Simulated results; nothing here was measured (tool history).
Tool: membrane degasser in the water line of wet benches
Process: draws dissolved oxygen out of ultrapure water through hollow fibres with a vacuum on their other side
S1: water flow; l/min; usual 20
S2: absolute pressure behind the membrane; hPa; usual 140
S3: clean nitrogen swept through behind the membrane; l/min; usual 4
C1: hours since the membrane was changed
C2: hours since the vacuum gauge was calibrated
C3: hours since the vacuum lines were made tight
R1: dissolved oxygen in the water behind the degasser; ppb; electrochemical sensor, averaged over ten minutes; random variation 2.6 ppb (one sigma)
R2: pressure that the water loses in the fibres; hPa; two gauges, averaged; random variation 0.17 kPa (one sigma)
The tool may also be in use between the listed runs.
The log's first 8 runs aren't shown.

{"run": 9, "hour": 251.2, "S1": 20, "S2": 140, "S3": 4, "C1": 1102, "C2": 3451, "C3": 1440, "R1": 259.3, "R2": 324.3}
{"run": 10, "hour": 295.7, "S1": 20, "S2": 140, "S3": 2.19, "C1": 1146, "C2": 3496, "C3": 1484, "R1": 362.4, "R2": 322.2}
{"run": 11, "hour": 338.3, "S1": 20, "S2": 140, "S3": 2.19, "C1": 1189, "C2": 3538, "C3": 1527, "R1": 357.5, "R2": 322.3}
{"run": 12, "hour": 378.8, "S1": 20, "S2": 140, "S3": 4, "C1": 1229, "C2": 3579, "C3": 1567, "R1": 260.7, "R2": 327.2}
{"run": 13, "hour": 419.3, "S1": 20, "S2": 140, "S3": 4, "C1": 1270, "C2": 3619, "C3": 1608, "R1": 259.6, "R2": 325.8}
{"run": 14, "hour": 462.7, "S1": 20, "S2": 140, "S3": 4, "C1": 1313, "C2": 3663, "C3": 1651, "R1": 254.9, "R2": 326.6}
{"run": 15, "hour": 494.7, "S1": 20, "S2": 140, "S3": 4, "C1": 1345, "C2": 3695, "C3": 1683, "R1": 259.4, "R2": 323}
{"run": 16, "hour": 538.2, "S1": 20, "S2": 140, "S3": 4, "C1": 1389, "C2": 3738, "C3": 1727, "R1": 261.6, "R2": 330.7}
{"run": 17, "hour": 582.4, "S1": 20, "S2": 140, "S3": 4, "C1": 1433, "C2": 3782, "C3": 1771, "R1": 262.5, "R2": 322.4}
{"run": 18, "hour": 624.0, "S1": 22, "S2": 262, "S3": 4.14, "C1": 1474, "C2": 3824, "C3": 1812, "R1": 458.1, "R2": 358.4}
{"run": 19, "hour": 650.4, "S1": 22, "S2": 262, "S3": 4.14, "C1": 1501, "C2": 3850, "C3": 1839, "R1": 459.1, "R2": 359.7}
{"run": 20, "hour": 675.5, "S1": 22, "S2": 115, "S3": 11.81, "C1": 1526, "C2": 3875, "C3": 1864, "R1": 218.8, "R2": 360.6}
{"run": 21, "hour": 695.2, "S1": 32, "S2": 87, "S3": 1.86, "C1": 1546, "C2": 3895, "C3": 1884, "R1": 646.2, "R2": 519.4}
{"run": 22, "hour": 718.4, "S1": 20, "S2": 99, "S3": 5.91, "C1": 1569, "C2": 3918, "C3": 1907, "R1": 188, "R2": 326}
{"run": 23, "hour": 763.4, "S1": 19, "S2": 140, "S3": 3.49, "C1": 1614, "C2": 3963, "C3": 1952, "R1": 256.5, "R2": 308.2}
{"run": 24, "hour": 786.7, "S1": 13, "S2": 145, "S3": 3.49, "C1": 1637, "C2": 3987, "C3": 1975, "R1": 132.5, "R2": 211.3}
{"run": 25, "hour": 817.8, "S1": 26, "S2": 301, "S3": 4.89, "C1": 1668, "C2": 4018, "C3": 2006, "R1": 586.8, "R2": 422.3}
{"run": 26, "hour": 836.9, "S1": 14, "S2": 301, "S3": 4.77, "C1": 1687, "C2": 4037, "C3": 2025, "R1": 229.3, "R2": 229.3}
{"run": 27, "hour": 868.7, "S1": 15, "S2": 165, "S3": 7.76, "C1": 1719, "C2": 4069, "C3": 2057, "R1": 113.5, "R2": 244.4}
{"run": 28, "hour": 891.1, "S1": 20, "S2": 140, "S3": 6.59, "C1": 1742, "C2": 4091, "C3": 2079, "R1": 213.4, "R2": 326.5}
{"run": 29, "hour": 928.4, "S1": 17, "S2": 121, "S3": 5.37, "C1": 1779, "C2": 4128, "C3": 2117, "R1": 148.3, "R2": 277}
{"run": 30, "hour": 968.9, "S1": 17, "S2": 121, "S3": 5.37, "C1": 1819, "C2": 4169, "C3": 2157, "R1": 145.3, "R2": 276.4}
{"run": 31, "hour": 990.7, "S1": 13, "S2": 199, "S3": 5.84, "C1": 1841, "C2": 4191, "C3": 2179, "R1": 119.5, "R2": 212.2}
{"run": 32, "hour": 1031.9, "S1": 13, "S2": 199, "S3": 5.84, "C1": 1882, "C2": 4232, "C3": 2220, "R1": 121.3, "R2": 212.2}

3 ways to go on from here, each from the tool as it stands after run 32. What would each give?
{"run": "A", "hour": 1076.5, "S1": 13, "S2": 156, "S3": 3.34, "C1": 1927, "C2": 4277, "C3": 2265, "R1": "?", "R2": "?"}
{"run": "B", "hour": 1076.5, "S1": 13, "S2": 107, "S3": 5.84, "C1": 1927, "C2": 4277, "C3": 2265, "R1": "?", "R2": "?"}
{"run": "C", "hour": 1076.5, "S1": 13, "S2": 102, "S3": 4, "C1": 1927, "C2": 4277, "C3": 2265, "R1": "?", "R2": "?"}

run=A R1=148.8 R2=211.1
run=B R1=70.7 R2=214.7
run=C R1=85.8 R2=211.4
Without the tool's hidden state the same runs would have given:
run=A R1=143.4 R2=209
run=B R1=67.2 R2=212.5
run=C R1=81.5 R2=209.3
